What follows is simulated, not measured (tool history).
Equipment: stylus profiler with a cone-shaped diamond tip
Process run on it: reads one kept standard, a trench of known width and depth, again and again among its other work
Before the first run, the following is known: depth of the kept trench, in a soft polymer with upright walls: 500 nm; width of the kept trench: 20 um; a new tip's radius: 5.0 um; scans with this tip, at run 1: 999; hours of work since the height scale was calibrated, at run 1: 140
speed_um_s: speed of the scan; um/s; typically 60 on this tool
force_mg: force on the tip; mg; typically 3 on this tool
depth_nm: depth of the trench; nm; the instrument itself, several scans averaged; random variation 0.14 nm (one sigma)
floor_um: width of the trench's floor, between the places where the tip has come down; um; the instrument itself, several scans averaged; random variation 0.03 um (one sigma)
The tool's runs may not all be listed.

run,hour,speed_um_s,force_mg,scans with this tip,hours of work since the height scale was calibrated,depth_nm,floor_um
1,0,60,3,999,140,509.37,15.41
2,16.1,60,3,1062,149,509.32,15.41
3,33.4,60,3,1130,159,509.32,15.4
4,48,60,3,1187,167,509.23,15.42
5,65,60,2.26,1254,176,507.33,15.36
6,73.8,177,2.26,1288,181,507.65,15.19
7,91.7,51,2.26,1359,191,507.5,15.45
8,99.4,51,2.26,1389,195,507.15,15.4
9,111.4,51,2.26,1436,202,507.54,15.45
10,122,60,3,1478,208,509.25,15.38
11,133.9,60,6.77,1525,214,516.26,15.45
12,147.4,60,6.77,1578,222,516.24,15.4
13,160.6,60,3.89,1630,229,510.98,15.39
14,172.1,60,3,1675,235,509.18,15.38
15,187.5,60,4.15,1735,244,511.06,15.44
16,205.5,60,4.15,1806,254,511.52,15.42
17,217.9,60,4.15,1855,260,511.27,15.38
18,236.3,60,4.15,1927,271,511.21,15.4
19,248.9,60,3,1976,278,509.06,15.39
20,262.4,60,3,2030,285,509.06,15.35
21,274.6,33,3,2077,292,508.98,15.39
22,288,33,3,2130,299,508.93,15.37
23,295.8,36,1.86,2161,303,506.16,15.35
24,308.7,232,1.86,2212,311,506.31,14.96
25,321.1,35,3.09,2260,317,509.18,15.37
26,330.6,35,2.72,2297,323,508.11,15.37
27,339.5,35,2.72,2332,328,508.54,15.37
28,348.7,60,3.39,2369,333,509.58,15.36
29,364.3,37,1.08,2430,341,504.32,15.3
30,380.9,35,3.45,2495,350,509.82,15.34
31,394.6,60,7.95,2549,358,517.84,15.37
32,406.7,19,2.9,2597,365,508.75,15.27
33,414.9,80,1.14,2629,369,504.17,15.25
34,425.3,39,3,2670,375,508.74,15.34
35,441.4,39,3,2733,384,508.56,15.37
36,457.8,39,3,2797,393,508.75,15.29
37,466.8,80,8.51,2833,398,518.8,15.27
38,475.9,80,8.51,2868,403,518.71,15.29
39,484.2,100,5.33,2901,407,513.14,15.26
40,501.6,100,5.33,2969,417,513.17,15.3
41,509.8,100,5.33,3002,422,513.21,15.28

Measured less the same run without the tool's hidden state. The same run-to-run variation is in both; the gauge's scatter may not be:
Hidden state present: radius of the tip, um; height scale over the true one, %; drift of the gauge itself on depth_nm, %; drift of the gauge itself on floor_um, %.
run,depth_nm,floor_um
1,-0.4,-0.12
2,-0.41,-0.13
3,-0.43,-0.13
4,-0.45,-0.13
5,-0.47,-0.14
6,-0.48,-0.14
7,-0.5,-0.14
8,-0.51,-0.15
9,-0.52,-0.15
10,-0.53,-0.15
11,-0.55,-0.15
12,-0.57,-0.16
13,-0.58,-0.16
14,-0.58,-0.16
15,-0.61,-0.16
16,-0.63,-0.17
17,-0.64,-0.18
18,-0.66,-0.18
19,-0.67,-0.18
20,-0.69,-0.19
21,-0.7,-0.18
22,-0.71,-0.2
23,-0.72,-0.19
24,-0.73,-0.19
25,-0.76,-0.2
26,-0.76,-0.2
27,-0.77,-0.2
28,-0.78,-0.21
29,-0.79,-0.21
30,-0.81,-0.21
31,-0.85,-0.21
32,-0.84,-0.22
33,-0.84,-0.22
34,-0.86,-0.22
35,-0.87,-0.23
36,-0.9,-0.23
37,-0.92,-0.24
38,-0.94,-0.24
39,-0.93,-0.24
40,-0.95,-0.25
41,-0.96,-0.25

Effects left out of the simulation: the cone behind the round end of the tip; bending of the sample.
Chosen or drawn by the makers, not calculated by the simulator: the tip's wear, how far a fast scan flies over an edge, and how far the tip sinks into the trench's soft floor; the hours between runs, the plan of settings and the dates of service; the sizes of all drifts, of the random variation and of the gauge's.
